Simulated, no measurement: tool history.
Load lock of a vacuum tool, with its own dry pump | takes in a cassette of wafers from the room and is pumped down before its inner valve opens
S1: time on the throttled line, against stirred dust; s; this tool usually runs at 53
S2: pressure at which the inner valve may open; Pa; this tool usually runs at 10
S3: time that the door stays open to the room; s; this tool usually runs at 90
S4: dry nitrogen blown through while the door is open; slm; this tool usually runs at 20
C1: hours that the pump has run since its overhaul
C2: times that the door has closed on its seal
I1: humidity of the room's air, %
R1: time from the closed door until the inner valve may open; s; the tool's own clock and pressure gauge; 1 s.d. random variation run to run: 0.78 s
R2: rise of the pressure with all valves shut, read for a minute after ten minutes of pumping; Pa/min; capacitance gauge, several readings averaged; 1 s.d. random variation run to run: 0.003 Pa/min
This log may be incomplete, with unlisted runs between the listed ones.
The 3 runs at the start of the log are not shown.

Run 4, day 45.454: usual settings but S2 7 Pa; C1 686; C2 31058; I1 47.8. Result: R1 124.2 s, R2 0.030 Pa/min.
Run 5, day 64.525: usual settings but S2 7 Pa; C1 1144; C2 32746; I1 45.3. Result: R1 123.7 s, R2 0.035 Pa/min.
Run 6, day 78.662: usual settings but S2 7 Pa; C1 1483; C2 33998; I1 43.4. Result: R1 123.3 s, R2 0.025 Pa/min.
Run 7, day 95.825: usual settings; C1 1895; C2 35517; I1 42.5. Result: R1 119.4 s, R2 0.031 Pa/min.
At day 100.850: door's seal changed, seat wiped.
Run 8, day 106.304: usual settings; C1 2145; C2 483; I1 41.1. Result: R1 119.6 s, R2 0.034 Pa/min.
Run 9, day 123.108: usual settings; C1 2548; C2 1970; I1 41.1. Result: R1 121.0 s, R2 0.027 Pa/min.
Run 10, day 139.429: usual settings; C1 2940; C2 3415; I1 43.9. Result: R1 118.5 s, R2 0.027 Pa/min.
Run 11, day 150.292: usual settings but S1 28 s; C1 3201; C2 4377; I1 48.4. Result: R1 102.4 s, R2 0.029 Pa/min.
Run 12, day 165.067: usual settings but S1 28 s; C1 3555; C2 5685; I1 40.7. Result: R1 101.7 s, R2 0.027 Pa/min.
Run 13, day 177.150: usual settings but S2 16 Pa; C1 3845; C2 6755; I1 41.2. Result: R1 114.5 s, R2 0.028 Pa/min.
Run 14, day 194.908: usual settings but S2 16 Pa; C1 4272; C2 8327; I1 43.4. Result: R1 115.8 s, R2 0.029 Pa/min.
Run 15, day 213.779: usual settings but S2 16 Pa; C1 4724; C2 9998; I1 46.3. Result: R1 117.8 s, R2 0.033 Pa/min.
Run 16, day 229.367: usual settings but S2 16 Pa; C1 5099; C2 11378; I1 46.2. Result: R1 116.1 s, R2 0.034 Pa/min.
Run 17, day 242.062: usual settings but S1 32 s; C1 5403; C2 12502; I1 44.6. Result: R1 105.6 s, R2 0.033 Pa/min.
Run 18, day 252.608: usual settings but S1 98 s; C1 5656; C2 13436; I1 41.6. Result: R1 150.2 s, R2 0.026 Pa/min.

Run 19 is up next; what results do you expect?
Run 19, day 271.125: usual settings but S1 28 s; C1 6101; C2 15075; I1 42.1. Result: R1 ?, R2 ?.

R1: 102.4 s
R2: 0.030 Pa/min
Without the tool's hidden state the same run would have given R1 102.4 s, R2 0.029 Pa/min.
